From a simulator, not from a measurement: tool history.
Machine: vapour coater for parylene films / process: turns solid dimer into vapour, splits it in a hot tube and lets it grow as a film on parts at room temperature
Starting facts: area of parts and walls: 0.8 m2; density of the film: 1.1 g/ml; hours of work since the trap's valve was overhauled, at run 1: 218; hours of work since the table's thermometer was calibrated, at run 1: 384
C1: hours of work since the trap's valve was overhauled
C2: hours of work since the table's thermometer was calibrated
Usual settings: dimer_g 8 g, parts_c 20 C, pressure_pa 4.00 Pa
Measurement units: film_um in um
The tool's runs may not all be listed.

run 1 hour=0.0 | dimer_g=8 parts_c=20 pressure_pa=4.00 | C1=218 C2=384 | film_um=5.99
run 2 hour=31.3 | dimer_g=8 parts_c=20 pressure_pa=4.00 | C1=237 C2=402 | film_um=5.94
run 3 hour=45.7 | dimer_g=8 parts_c=13 pressure_pa=4.00 | C1=245 C2=410 | film_um=6.82
run 4 hour=68.9 | dimer_g=8 parts_c=13 pressure_pa=4.00 | C1=259 C2=424 | film_um=6.85
run 5 hour=83.2 | dimer_g=8 parts_c=13 pressure_pa=4.00 | C1=267 C2=432 | film_um=6.80
run 6 hour=110.0 | dimer_g=8 parts_c=20 pressure_pa=11.47 | C1=283 C2=448 | film_um=4.94
run 7 hour=137.5 | dimer_g=8 parts_c=30 pressure_pa=4.00 | C1=299 C2=464 | film_um=4.90
run 8 hour=155.2 | dimer_g=7 parts_c=20 pressure_pa=4.00 | C1=309 C2=474 | film_um=5.21
run 9 hour=176.5 | dimer_g=7 parts_c=20 pressure_pa=4.00 | C1=322 C2=487 | film_um=5.17
run 10 hour=198.5 | dimer_g=8 parts_c=20 pressure_pa=4.00 | C1=335 C2=500 | film_um=5.92
run 11 hour=226.5 | dimer_g=8 parts_c=20 pressure_pa=4.00 | C1=351 C2=516 | film_um=5.88
run 12 hour=240.4 | dimer_g=7 parts_c=16 pressure_pa=4.00 | C1=359 C2=524 | film_um=5.49
run 13 hour=253.5 | dimer_g=4 parts_c=15 pressure_pa=3.89 | C1=367 C2=532 | film_um=3.23
run 14 hour=282.1 | dimer_g=10 parts_c=24 pressure_pa=4.00 | C1=384 C2=549 | film_um=6.76
run 15 hour=309.9 | dimer_g=10 parts_c=24 pressure_pa=4.00 | C1=400 C2=565 | film_um=6.78
run 16 hour=325.6 | dimer_g=4 parts_c=17 pressure_pa=7.65 | C1=409 C2=574 | film_um=2.74
-- hour=340.4 trap's valve overhauled
run 17 hour=345.2 | dimer_g=8 parts_c=27 pressure_pa=4.00 | C1=3 C2=583 | film_um=5.50
run 18 hour=365.3 | dimer_g=8 parts_c=20 pressure_pa=11.89 | C1=15 C2=595 | film_um=5.13
run 19 hour=382.4 | dimer_g=5 parts_c=32 pressure_pa=11.89 | C1=25 C2=605 | film_um=2.56
run 20 hour=400.4 | dimer_g=5 parts_c=32 pressure_pa=7.48 | C1=35 C2=616 | film_um=2.77
run 21 hour=423.5 | dimer_g=8 parts_c=14 pressure_pa=4.00 | C1=49 C2=629 | film_um=6.93

Branching from run 21: 4 alternative next runs. What would each branch give?
run A hour=451.5 | dimer_g=8 parts_c=14 pressure_pa=4.00 | C1=65 C2=646 | film_um=?
run B hour=451.5 | dimer_g=4 parts_c=14 pressure_pa=3.82 | C1=65 C2=646 | film_um=?
run C hour=451.5 | dimer_g=5 parts_c=13 pressure_pa=4.00 | C1=65 C2=646 | film_um=?
run D hour=451.5 | dimer_g=7 parts_c=20 pressure_pa=4.00 | C1=65 C2=646 | film_um=?

run=A film_um=6.94
run=B film_um=3.50
run=C film_um=4.42
run=D film_um=5.39
Without the tool's hidden state the same runs would have given:
run=A film_um=7.03
run=B film_um=3.55
run=C film_um=4.48
run=D film_um=5.46

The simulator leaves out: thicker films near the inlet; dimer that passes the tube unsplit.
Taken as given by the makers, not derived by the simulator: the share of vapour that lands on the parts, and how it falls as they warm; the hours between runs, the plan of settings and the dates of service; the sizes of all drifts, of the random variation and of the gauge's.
